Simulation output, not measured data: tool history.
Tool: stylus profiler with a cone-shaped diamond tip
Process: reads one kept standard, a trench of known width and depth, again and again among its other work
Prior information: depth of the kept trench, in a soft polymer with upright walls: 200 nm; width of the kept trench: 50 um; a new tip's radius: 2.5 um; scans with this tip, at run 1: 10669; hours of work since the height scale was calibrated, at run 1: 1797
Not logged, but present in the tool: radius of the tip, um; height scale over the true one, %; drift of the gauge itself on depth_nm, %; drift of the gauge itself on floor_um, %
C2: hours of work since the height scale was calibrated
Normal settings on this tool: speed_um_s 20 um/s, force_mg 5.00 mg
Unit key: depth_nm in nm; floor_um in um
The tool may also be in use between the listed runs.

{"run": 1, "hour": 0.0, "speed_um_s": 20, "force_mg": 5.0, "scans with this tip": 10669, "C2": 1797, "depth_nm": 206.88, "floor_um": 47.69}
{"run": 2, "hour": 142.1, "speed_um_s": 20, "force_mg": 5.0, "scans with this tip": 11279, "C2": 1900, "depth_nm": 206.84, "floor_um": 47.64}
{"run": 3, "hour": 205.7, "speed_um_s": 20, "force_mg": 5.0, "scans with this tip": 11552, "C2": 1946, "depth_nm": 207.26, "floor_um": 47.65}
{"run": 4, "hour": 305.7, "speed_um_s": 20, "force_mg": 5.0, "scans with this tip": 11982, "C2": 2018, "depth_nm": 207.21, "floor_um": 47.72}
{"hour": 334.8, "done": "height scale calibrated on a step standard"}
{"run": 5, "hour": 447.4, "speed_um_s": 20, "force_mg": 12.22, "scans with this tip": 12589, "C2": 82, "depth_nm": 209.22, "floor_um": 47.66}
{"run": 6, "hour": 527.6, "speed_um_s": 32, "force_mg": 12.22, "scans with this tip": 12933, "C2": 140, "depth_nm": 209.14, "floor_um": 47.63}
{"run": 7, "hour": 592.3, "speed_um_s": 20, "force_mg": 5.0, "scans with this tip": 13212, "C2": 186, "depth_nm": 205.15, "floor_um": 47.6}
{"run": 8, "hour": 706.0, "speed_um_s": 20, "force_mg": 5.0, "scans with this tip": 13700, "C2": 269, "depth_nm": 205.06, "floor_um": 47.72}
{"run": 9, "hour": 800.7, "speed_um_s": 14, "force_mg": 5.0, "scans with this tip": 14107, "C2": 337, "depth_nm": 205.26, "floor_um": 47.63}
{"run": 10, "hour": 898.0, "speed_um_s": 14, "force_mg": 5.0, "scans with this tip": 14525, "C2": 408, "depth_nm": 205.26, "floor_um": 47.59}
{"run": 11, "hour": 1030.8, "speed_um_s": 14, "force_mg": 5.0, "scans with this tip": 15096, "C2": 504, "depth_nm": 205.5, "floor_um": 47.61}
{"run": 12, "hour": 1145.7, "speed_um_s": 27, "force_mg": 5.0, "scans with this tip": 15590, "C2": 587, "depth_nm": 205.5, "floor_um": 47.57}
{"run": 13, "hour": 1209.5, "speed_um_s": 25, "force_mg": 5.0, "scans with this tip": 15864, "C2": 633, "depth_nm": 205.65, "floor_um": 47.53}
{"run": 14, "hour": 1298.8, "speed_um_s": 25, "force_mg": 5.0, "scans with this tip": 16247, "C2": 698, "depth_nm": 205.95, "floor_um": 47.53}
{"run": 15, "hour": 1376.9, "speed_um_s": 12, "force_mg": 5.0, "scans with this tip": 16583, "C2": 754, "depth_nm": 206.04, "floor_um": 47.59}
{"run": 16, "hour": 1465.8, "speed_um_s": 20, "force_mg": 5.0, "scans with this tip": 16965, "C2": 819, "depth_nm": 205.84, "floor_um": 47.52}
{"run": 17, "hour": 1599.0, "speed_um_s": 68, "force_mg": 5.0, "scans with this tip": 17537, "C2": 915, "depth_nm": 205.82, "floor_um": 47.24}
{"run": 18, "hour": 1685.0, "speed_um_s": 68, "force_mg": 5.0, "scans with this tip": 17907, "C2": 977, "depth_nm": 205.8, "floor_um": 47.33}
{"run": 19, "hour": 1781.0, "speed_um_s": 68, "force_mg": 5.0, "scans with this tip": 18319, "C2": 1047, "depth_nm": 206.02, "floor_um": 47.28}
{"run": 20, "hour": 1873.5, "speed_um_s": 8, "force_mg": 5.0, "scans with this tip": 18717, "C2": 1114, "depth_nm": 205.96, "floor_um": 47.6}
{"run": 21, "hour": 1978.1, "speed_um_s": 8, "force_mg": 5.0, "scans with this tip": 19166, "C2": 1189, "depth_nm": 206.17, "floor_um": 47.52}
{"run": 22, "hour": 2111.4, "speed_um_s": 19, "force_mg": 10.27, "scans with this tip": 19739, "C2": 1286, "depth_nm": 209.4, "floor_um": 47.52}
{"run": 23, "hour": 2224.4, "speed_um_s": 20, "force_mg": 13.31, "scans with this tip": 20225, "C2": 1368, "depth_nm": 211.16, "floor_um": 47.49}
{"run": 24, "hour": 2284.8, "speed_um_s": 20, "force_mg": 13.31, "scans with this tip": 20484, "C2": 1411, "depth_nm": 211.43, "floor_um": 47.44}
{"run": 25, "hour": 2353.3, "speed_um_s": 42, "force_mg": 4.84, "scans with this tip": 20778, "C2": 1461, "depth_nm": 206.61, "floor_um": 47.37}
{"run": 26, "hour": 2479.5, "speed_um_s": 19, "force_mg": 5.45, "scans with this tip": 21321, "C2": 1552, "depth_nm": 207.04, "floor_um": 47.5}
{"run": 27, "hour": 2581.8, "speed_um_s": 52, "force_mg": 2.04, "scans with this tip": 21760, "C2": 1626, "depth_nm": 204.35, "floor_um": 47.2}
{"run": 28, "hour": 2687.4, "speed_um_s": 66, "force_mg": 2.04, "scans with this tip": 22214, "C2": 1703, "depth_nm": 204.39, "floor_um": 47.09}

Estimate the outcome of run 29 from the log above:
{"run": 29, "hour": 2806.6, "speed_um_s": 66, "force_mg": 2.04, "scans with this tip": 22726, "C2": 1789, "depth_nm": "?", "floor_um": "?"}

Run 29 produced depth_nm 204.51 nm, floor_um 47.04 um.
Minus the tool's unlogged condition, the same run would have read depth_nm 202.88 nm, floor_um 47.61 um.
